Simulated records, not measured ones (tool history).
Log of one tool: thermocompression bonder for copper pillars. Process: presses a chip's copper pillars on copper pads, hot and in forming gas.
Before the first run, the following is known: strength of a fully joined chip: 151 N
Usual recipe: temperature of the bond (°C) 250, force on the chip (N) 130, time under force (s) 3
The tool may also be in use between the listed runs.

run   hour  temperature of the bond (°C)  force on the chip (N)  time under force (s)  force that shears a chip off (N)
  1      0                           250                    130                     3                              74.9
  2   17.1                           250                    130                     3                              74.8
  3   30.8                           250                    130                     3                              75.5
  4   53.7                           250                    130                     2                              64.2
  5   75.6                           250                    130                     2                              63.4
  6     94                           250                    130                     2                              64.3
  7  109.5                           252                    130                     2                              67.1
  8  124.1                           250                    130                     3                              74.7
  9  149.4                           250                    130                     3                              73.8
 10  171.2                           258                    130                     3                              81.1
 11  181.6                           258                    130                     3                                81
 12  199.4                           258                    130                     2                                70
     202.5  -- heater calibrated with a thermocouple chip
 13  211.9                           258                    130                     2                              72.5
 14  227.8                           232                    130                     3                                59
 15  251.2                           250                    195                     3                              96.9
 16  264.4                           250                    102                     3                              63.7
     272.2  -- heater calibrated with a thermocouple chip, once more
 17  285.8                           250                    193                     3                              88.5
 18  302.8                           250                    130                     3                              69.5
 19  326.6                           256                    130                     3                              75.3
 20  337.1                           256                    130                     3                              74.9
 21  360.1                           256                    130                     3                              75.1
 22    382                           261                    168                     4                              99.7
     384.8  -- forming gas filter changed
 23  395.9                           269                    174                     5                             120.2
 24  420.8                           269                    174                     5                             121.6
 25  440.9                           269                    174                     5                               121
 26    461                           270                    103                     6                              99.5
 27  482.8                           270                    103                     6                              96.3
 28  507.9                           250                    130                     2                              62.8
 29  526.5                           250                    177                     4                              97.6
 30  550.4                           236                    120                     3                              55.5
 31  575.8                           236                    120                     3                              55.8
 32  594.7                           227                    147                     7                              76.4
 33  615.7                           253                    130                     6                              93.2
 34  640.6                           224                    113                     3                              43.2
 35  657.5                           239                    130                     3                              61.1
 36  667.9                           222                    130                     3                              46.7
 37  683.2                           222                    130                     3                              46.4
 38  708.7                           250                    130                     5                              84.1
 39  727.5                           250                    130                     5                              83.2
 40  745.3                           272                    132                     5                             106.6

Consider 4 possible next runs. They are alternatives, not a sequence: every one starts from the tool as it was left by run 40. What does each give?
  A  764.5                           269                    130                     3                                 ?
  B  764.5                           250                    130                     2                                 ?
  C  764.5                           265                    132                     3                                 ?
  D  764.5                           272                     86                     5                                 ?

run  force that shears a chip off (N)
  A                              88.9
  B                              61.9
  C                              85.2
  D                              83.7
The same runs, with their run-to-run variation unchanged, on a tool lacking any hidden condition would have given:
run  force that shears a chip off (N)
  A                              92.8
  B                              64.1
  C                              88.9
  D                              87.3
